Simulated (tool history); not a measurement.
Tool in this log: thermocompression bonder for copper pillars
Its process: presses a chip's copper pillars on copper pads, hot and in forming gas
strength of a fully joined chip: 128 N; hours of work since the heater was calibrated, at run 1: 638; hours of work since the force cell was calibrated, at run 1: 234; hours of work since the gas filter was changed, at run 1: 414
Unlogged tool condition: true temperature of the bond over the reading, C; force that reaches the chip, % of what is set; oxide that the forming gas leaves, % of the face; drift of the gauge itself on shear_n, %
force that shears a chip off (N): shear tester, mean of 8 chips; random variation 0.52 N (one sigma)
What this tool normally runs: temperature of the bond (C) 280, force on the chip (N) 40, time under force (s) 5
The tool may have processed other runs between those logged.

run	hour	temperature of the bond (C)	force on the chip (N)	time under force (s)	hours of work since the heater was calibrated	hours of work since the force cell was calibrated	hours of work since the gas filter was changed	force that shears a chip off (N)
1	0	280	40	5	638	234	414	56.9
# hour 19.2: heater calibrated with a thermocouple chip
2	20	280	40	4	1	248	427	46.4
# hour 26.7: forming gas filter changed
3	55.2	280	40	4	27	274	21	49.7
4	79.5	280	40	4	45	292	40	49.8
5	104.5	280	40	5	64	311	59	53.1
6	146.9	293	40	5	96	343	91	64.4
7	188.5	280	40	5	127	375	122	55.1
8	213.6	280	40	5	146	393	141	53.8
9	251.8	280	30	5	175	422	169	40.2
10	272	280	30	5	190	437	185	38.8
11	308	281	40	5	217	465	212	56.3
12	341.3	281	40	5	242	490	237	54.6
13	378.5	281	40	5	270	518	265	55.9
14	409.5	281	40	5	294	541	288	56.9
15	441.7	280	40	5	318	565	312	55.2
16	466.4	280	40	5	336	584	331	55.6
17	488.3	280	40	3	353	600	348	46.2
18	512.5	263	25	3	371	619	366	19.5
19	535.7	263	25	3	389	636	383	20.3
20	554.3	263	25	3	403	650	397	19.5
21	576.2	309	25	3	419	667	414	41.1
# hour 599.6: forming gas filter changed
22	612.6	303	25	10	446	694	10	62.5
23	639	303	25	10	466	713	30	63.5
24	661.8	259	30	9	483	731	47	40.5
25	700.7	259	30	9	512	760	76	40
26	729	293	29	9	534	781	97	63.5
27	754.2	279	55	9	553	800	116	94.4
28	786.5	273	32	8	577	824	141	52.2

Run 29 is up next; what results do you expect?
29	813.4	277	32	13	597	845	161	?

{"run 29": {"force that shears a chip off (N)": 65.3}}
On a tool with no hidden condition, and with the same random variation, this run would have come out at force that shears a chip off (N) 56.
